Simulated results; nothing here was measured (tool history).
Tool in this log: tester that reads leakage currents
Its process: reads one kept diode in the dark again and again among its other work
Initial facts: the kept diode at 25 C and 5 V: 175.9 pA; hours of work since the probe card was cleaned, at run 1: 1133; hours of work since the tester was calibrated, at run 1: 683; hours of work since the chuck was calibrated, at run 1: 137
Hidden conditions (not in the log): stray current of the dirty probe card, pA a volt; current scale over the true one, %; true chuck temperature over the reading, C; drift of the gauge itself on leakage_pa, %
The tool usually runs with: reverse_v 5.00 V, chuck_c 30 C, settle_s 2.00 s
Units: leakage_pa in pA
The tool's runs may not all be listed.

| run | hour | reverse_v | chuck_c | settle_s | hours of work since the probe card was cleaned | hours of work since the tester was calibrated | hours of work since the chuck was calibrated | leakage_pa |
|---|---|---|---|---|---|---|---|---|
| 1 | 0.0 | 5.00 | 30 | 2.00 | 1133 | 683 | 137 | 269.35 |
| 2 | 37.3 | 1.68 | 30 | 2.00 | 1151 | 701 | 156 | 170.53 |
| 3 | 66.9 | 1.68 | 30 | 2.00 | 1166 | 716 | 170 | 170.40 |
| 4 | 104.4 | 1.68 | 30 | 2.00 | 1184 | 734 | 188 | 170.39 |
| 5 | 138.3 | 1.68 | 30 | 2.00 | 1201 | 750 | 205 | 171.52 |
| 6 | 169.8 | 1.68 | 30 | 2.00 | 1216 | 766 | 220 | 170.60 |
| 7 | 202.2 | 3.58 | 30 | 0.90 | 1232 | 782 | 236 | 235.94 |
| 8 | 226.3 | 5.00 | 31 | 0.48 | 1244 | 793 | 248 | 293.94 |
|  | 238.3 | probe card cleaned and baked |
| 9 | 266.2 | 1.49 | 58 | 9.99 | 14 | 811 | 266 | 1052.13 |
| 10 | 295.4 | 5.00 | 30 | 1.69 | 28 | 826 | 280 | 262.23 |
| 11 | 331.0 | 3.64 | 30 | 1.67 | 45 | 843 | 297 | 231.09 |

Each row is a separate what-if for the run after 11, all from the same tool condition, not one after another. Results?
| A | 351.1 | 16.74 | 38 | 0.35 | 55 | 853 | 307 | ? |
| B | 351.1 | 11.75 | 30 | 2.00 | 55 | 853 | 307 | ? |
| C | 351.1 | 8.01 | 30 | 1.14 | 55 | 853 | 307 | ? |
| D | 351.1 | 4.54 | 30 | 5.32 | 55 | 853 | 307 | ? |

| run | leakage_pa |
|---|---|
| A | 765.50 |
| B | 374.27 |
| C | 318.68 |
| D | 253.26 |
With no hidden state in the tool, these same runs would have given:
| run | leakage_pa |
|---|---|
| A | 744.81 |
| B | 363.33 |
| C | 309.56 |
| D | 246.16 |
